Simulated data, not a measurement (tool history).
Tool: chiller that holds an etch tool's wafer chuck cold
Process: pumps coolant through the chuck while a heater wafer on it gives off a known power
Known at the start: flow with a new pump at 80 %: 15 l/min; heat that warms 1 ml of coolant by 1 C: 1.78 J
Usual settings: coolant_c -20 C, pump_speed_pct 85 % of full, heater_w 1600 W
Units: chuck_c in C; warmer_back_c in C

run	hour	coolant_c	pump_speed_pct	heater_w	chuck_c	warmer_back_c
1	0.0	-20	85	1600	-5.7	3.38
2	45.2	-20	85	2173	-0.6	4.57
3	122.7	-20	68	1600	-2.8	4.23
4	192.7	-20	72	1600	-3.5	3.99
5	259.4	-20	72	1600	-3.7	4.02
6	354.0	-20	72	1600	-3.7	3.98
7	415.7	-20	72	1137	-8.4	2.81
8	479.0	-20	85	1600	-5.9	3.39
9	540.3	-20	85	1600	-5.7	3.43
10	626.0	-12	85	1600	2.3	3.35
11	725.6	-12	85	1600	2.4	3.36
12	790.3	-12	85	1600	2.2	3.38
13	844.9	-12	90	1600	1.7	3.18
14	919.2	-12	90	1600	1.8	3.19
15	1006.7	-12	90	1600	1.7	3.23
16	1089.5	-12	90	1600	1.7	3.19
17	1167.4	-15	67	1600	2.2	4.31
18	1222.7	-15	89	1643	-0.9	3.32
19	1283.6	-27	64	1643	-8.7	4.70
20	1385.8	-27	64	1643	-8.7	4.70
21	1478.6	-17	64	1643	1.5	4.64
22	1533.8	-17	64	1643	1.4	4.60
23	1634.5	-17	64	1643	1.4	4.62
24	1714.0	-11	64	1643	7.4	4.62
25	1759.6	-20	63	905	-9.7	2.57
26	1858.9	-11	85	1094	-1.2	2.24
27	1931.4	-18	85	1600	-3.6	3.42
28	2015.3	-18	92	1600	-4.6	3.07
29	2067.8	-20	77	1600	-4.5	3.69
30	2139.5	-27	74	1390	-13.0	3.36
31	2184.9	-27	74	1390	-13.0	3.38

4 ways to go on from here, each from the tool as it stands after run 31. What would each give?
A	2248.1	-24	85	1143	?	?
B	2248.1	-12	71	1600	?	?
C	2248.1	-29	85	1292	?	?
D	2248.1	-27	89	1324	?	?

run	chuck_c	warmer_back_c
A	-13.7	2.40
B	4.5	4.06
C	-17.3	2.77
D	-15.5	2.68
Without the tool's hidden state the same runs would have given:
run	chuck_c	warmer_back_c
A	-13.7	2.40
B	4.5	4.05
C	-17.3	2.76
D	-15.5	2.68

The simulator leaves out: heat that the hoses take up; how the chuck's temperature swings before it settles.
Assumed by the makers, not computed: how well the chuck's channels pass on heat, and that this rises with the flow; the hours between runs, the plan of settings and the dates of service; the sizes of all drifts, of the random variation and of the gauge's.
